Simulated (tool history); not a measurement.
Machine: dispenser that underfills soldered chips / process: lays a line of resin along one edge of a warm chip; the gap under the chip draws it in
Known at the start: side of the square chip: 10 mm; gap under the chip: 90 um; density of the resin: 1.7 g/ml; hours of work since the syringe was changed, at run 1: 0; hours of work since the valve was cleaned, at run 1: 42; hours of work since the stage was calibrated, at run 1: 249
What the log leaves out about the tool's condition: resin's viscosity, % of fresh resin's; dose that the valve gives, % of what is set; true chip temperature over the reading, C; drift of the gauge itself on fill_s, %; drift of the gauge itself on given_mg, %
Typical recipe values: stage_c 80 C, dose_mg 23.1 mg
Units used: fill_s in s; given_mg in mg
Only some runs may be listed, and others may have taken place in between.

run  hour  stage_c  dose_mg  hours of work since the syringe was changed  hours of work since the valve was cleaned  hours of work since the stage was calibrated  fill_s  given_mg
  1   0.0       80     23.1                                            0                                         42                                           249    18.7     22.65
      5.4  -- dispensing valve cleaned and set on the balance
      9.9  -- new syringe of resin
  2  11.5       83     23.1                                            1                                          4                                           255    17.8     23.07
  3  18.2       80     19.8                                            5                                          8                                           260    29.4     19.73
     19.4  -- new syringe of resin
  4  23.9       80     19.8                                            3                                         11                                           263    24.1     19.71
     28.7  -- new syringe of resin
  5  34.5       80     20.3                                            4                                         18                                           270    25.1     20.08
     37.6  -- new syringe of resin
  6  43.8       79     23.1                                            4                                         24                                           275    25.5     22.82
     46.9  -- new syringe of resin
  7  52.9       79     25.6                                            4                                         29                                           281    25.4     25.25
     56.5  -- new syringe of resin
  8  61.1       79     25.6                                            3                                         34                                           286    23.8     25.16
     65.3  -- new syringe of resin
  9  66.0       70     25.4                                            0                                         37                                           289    26.1     24.91
 10  71.6       70     25.4                                            4                                         41                                           292    35.0     24.85
     75.0  -- new syringe of resin
 11  77.7       70     25.4                                            2                                         44                                           296    29.2     24.87
     79.7  -- dispensing valve cleaned and set on the balance
     84.9  -- new syringe of resin
 12  87.6       67     25.8                                            2                                          5                                           301    31.7     25.89
     94.1  -- new syringe of resin
 13  95.8       71     25.2                                            1                                         10                                           307    27.0     25.14

3 ways to go on from here, each from the tool as it stands after run 13. What would each give?
     103.0  -- new syringe of resin
  A  104.8       94     25.2                                            1                                         15                                           312       ?         ?
     103.0  -- new syringe of resin
  B  104.8       76     23.7                                            1                                         15                                           312       ?         ?
     103.0  -- new syringe of resin
  C  104.8       71     21.8                                            1                                         15                                           312       ?         ?

run  fill_s  given_mg
  A    13.1     25.09
  B    23.2     23.55
  C    27.5     21.76
With no hidden state in the tool, these same runs would have given:
run  fill_s  given_mg
  A    12.4     25.19
  B    21.8     23.64
  C    25.9     21.84
